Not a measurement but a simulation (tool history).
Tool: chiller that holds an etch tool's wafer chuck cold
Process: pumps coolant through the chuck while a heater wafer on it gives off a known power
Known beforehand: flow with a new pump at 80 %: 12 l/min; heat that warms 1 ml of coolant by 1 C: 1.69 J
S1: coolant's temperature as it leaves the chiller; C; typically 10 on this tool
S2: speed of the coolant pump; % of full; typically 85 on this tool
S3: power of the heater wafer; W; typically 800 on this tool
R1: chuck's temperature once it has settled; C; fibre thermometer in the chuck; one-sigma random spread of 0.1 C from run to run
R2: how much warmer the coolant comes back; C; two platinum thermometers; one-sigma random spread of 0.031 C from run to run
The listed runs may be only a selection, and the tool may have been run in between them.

run 1 hour=0.0 | S1=10 S2=85 S3=800 | R1=16.9 R2=2.42
run 2 hour=45.1 | S1=10 S2=85 S3=800 | R1=16.8 R2=2.42
run 3 hour=78.5 | S1=10 S2=85 S3=800 | R1=17.0 R2=2.46
run 4 hour=124.3 | S1=10 S2=77 S3=800 | R1=17.1 R2=2.69
run 5 hour=167.5 | S1=10 S2=77 S3=800 | R1=17.4 R2=2.63
run 6 hour=219.2 | S1=10 S2=63 S3=800 | R1=18.3 R2=3.36
run 7 hour=280.1 | S1=10 S2=63 S3=800 | R1=18.2 R2=3.40
run 8 hour=335.4 | S1=10 S2=63 S3=800 | R1=18.3 R2=3.44
run 9 hour=377.7 | S1=10 S2=63 S3=800 | R1=18.6 R2=3.46
run 10 hour=432.3 | S1=10 S2=63 S3=800 | R1=18.5 R2=3.35
run 11 hour=481.5 | S1=10 S2=85 S3=800 | R1=17.3 R2=2.45
run 12 hour=527.7 | S1=10 S2=85 S3=530 | R1=14.7 R2=1.69
run 13 hour=553.3 | S1=10 S2=85 S3=530 | R1=14.9 R2=1.65
run 14 hour=587.2 | S1=10 S2=85 S3=530 | R1=14.9 R2=1.63
run 15 hour=628.8 | S1=10 S2=85 S3=530 | R1=14.9 R2=1.63
run 16 hour=665.7 | S1=10 S2=85 S3=530 | R1=15.1 R2=1.63
run 17 hour=695.3 | S1=15 S2=85 S3=800 | R1=22.3 R2=2.49
run 18 hour=740.5 | S1=10 S2=65 S3=745 | R1=17.9 R2=3.09
run 19 hour=802.4 | S1=10 S2=65 S3=745 | R1=17.9 R2=3.11
run 20 hour=860.9 | S1=8 S2=85 S3=800 | R1=15.3 R2=2.49
run 21 hour=889.2 | S1=2 S2=67 S3=839 | R1=10.5 R2=3.34
run 22 hour=921.8 | S1=2 S2=67 S3=839 | R1=10.8 R2=3.52
run 23 hour=951.3 | S1=10 S2=96 S3=734 | R1=16.3 R2=2.06
run 24 hour=976.7 | S1=10 S2=96 S3=734 | R1=16.3 R2=2.04
run 25 hour=1028.1 | S1=9 S2=91 S3=736 | R1=15.5 R2=2.23
run 26 hour=1079.5 | S1=6 S2=99 S3=800 | R1=12.9 R2=2.16
run 27 hour=1117.3 | S1=6 S2=99 S3=800 | R1=12.7 R2=2.15
run 28 hour=1161.3 | S1=10 S2=85 S3=858 | R1=17.8 R2=2.79
run 29 hour=1220.0 | S1=17 S2=92 S3=723 | R1=23.0 R2=1.84
run 30 hour=1256.7 | S1=17 S2=92 S3=865 | R1=24.2 R2=2.21
run 31 hour=1296.6 | S1=20 S2=85 S3=1103 | R1=29.3 R2=3.10

Withheld: 2 entries from between the runs. Position of each, and hidden state at the listed run before versus the listed run after:
In the gap between runs 21 and 22: coolant pump overhauled (hour 897.7)
  flow at a given pump speed, % of a new pump's: 89.7 -> 86.2
  measured result minus the result with no hidden state, R1: +1.3 -> +1.5 C; R2: +0.34 -> +0.49 C
In the gap between runs 28 and 29: coolant pump overhauled, once more (hour 1180.5)
  heat passed by the chuck's channels, % of clean ones': 91.3 -> 91.1; flow at a given pump speed, % of a new pump's: 85.6 -> 99.4; coolant's true temperature over the reading, C: 0.34 -> 0.35
  measured result minus the result with no hidden state, R1: +1.4 -> +0.8 C; R2: +0.40 -> +0.01 C

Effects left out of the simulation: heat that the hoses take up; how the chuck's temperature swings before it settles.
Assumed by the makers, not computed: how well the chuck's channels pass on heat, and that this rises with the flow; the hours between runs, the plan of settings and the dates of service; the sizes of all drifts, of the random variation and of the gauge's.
